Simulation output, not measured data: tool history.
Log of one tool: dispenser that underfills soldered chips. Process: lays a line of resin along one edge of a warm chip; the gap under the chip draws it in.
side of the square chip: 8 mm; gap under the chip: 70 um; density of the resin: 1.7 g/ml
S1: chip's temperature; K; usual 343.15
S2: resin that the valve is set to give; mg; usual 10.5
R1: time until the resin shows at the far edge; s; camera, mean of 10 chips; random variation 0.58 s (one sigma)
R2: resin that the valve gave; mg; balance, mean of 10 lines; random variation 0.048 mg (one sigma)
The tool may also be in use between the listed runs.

run	hour	S1	S2	R1	R2
1	0	343.15	10.5	58	10.23
# hour 7.2: new syringe of resin
2	9.9	343.15	10.6	54.9	10.35
# hour 15.4: dispensing valve cleaned and set on the balance
3	17.5	332.15	10.5	129.6	10.51
# hour 19.4: new syringe of resin
4	27	343.15	10.5	70.6	10.37
# hour 30.1: new syringe of resin
5	38.1	343.15	10.5	72.5	10.39
# hour 40.9: new syringe of resin
6	44.2	343.15	8.9	58.2	8.83
7	49.4	343.15	8.9	78.2	8.7
# hour 51.5: new syringe of resin
8	54.8	343.15	8.9	60	8.74
9	61.6	343.15	8.9	87.7	8.75
# hour 62.4: new syringe of resin
10	69.3	343.15	8.9	73.2	8.72
# hour 73: new syringe of resin
# hour 74.9: dispensing valve cleaned and set on the balance
11	77.7	342.15	10.5	58.5	10.48
12	84.1	342.15	10.5	85.2	10.34
# hour 85.4: new syringe of resin
13	93.4	342.15	10.5	74.9	10.35
# hour 96.3: new syringe of resin
14	98.5	329.15	10.5	98.4	10.38
# hour 107.6: new syringe of resin
15	108.9	343.15	11.6	47	11.29
# hour 118.3: new syringe of resin
16	120.1	343.15	11.9	51.4	11.55
# hour 129.2: new syringe of resin
17	131.3	354.15	10.5	33.4	10.11
# hour 133.9: dispensing valve cleaned and set on the balance
# hour 135.4: stage's temperature calibrated
# hour 142.4: new syringe of resin
18	144	354.15	10.5	34.2	10.39
19	150.1	354.15	10.5	48.2	10.43
# hour 153.6: new syringe of resin
20	160	345.15	11.4	64.6	11.26
# hour 164.2: new syringe of resin
21	170.7	333.15	13.6	106.2	13.35
# hour 175.2: new syringe of resin
22	181.5	343.15	12.9	68.4	12.51
# hour 185.8: new syringe of resin
23	190.5	343.15	12.9	64.5	12.54

The next listed run, before its measurement:
# hour 193.6: dispensing valve cleaned and set on the balance
# hour 197.6: new syringe of resin
24	201.7	343.15	12.9	?	?

{"run 24": {"R1": 59.4, "R2": 12.9}}
Without the tool's hidden state the same run would have given R1 48.2 s, R2 12.98 mg.
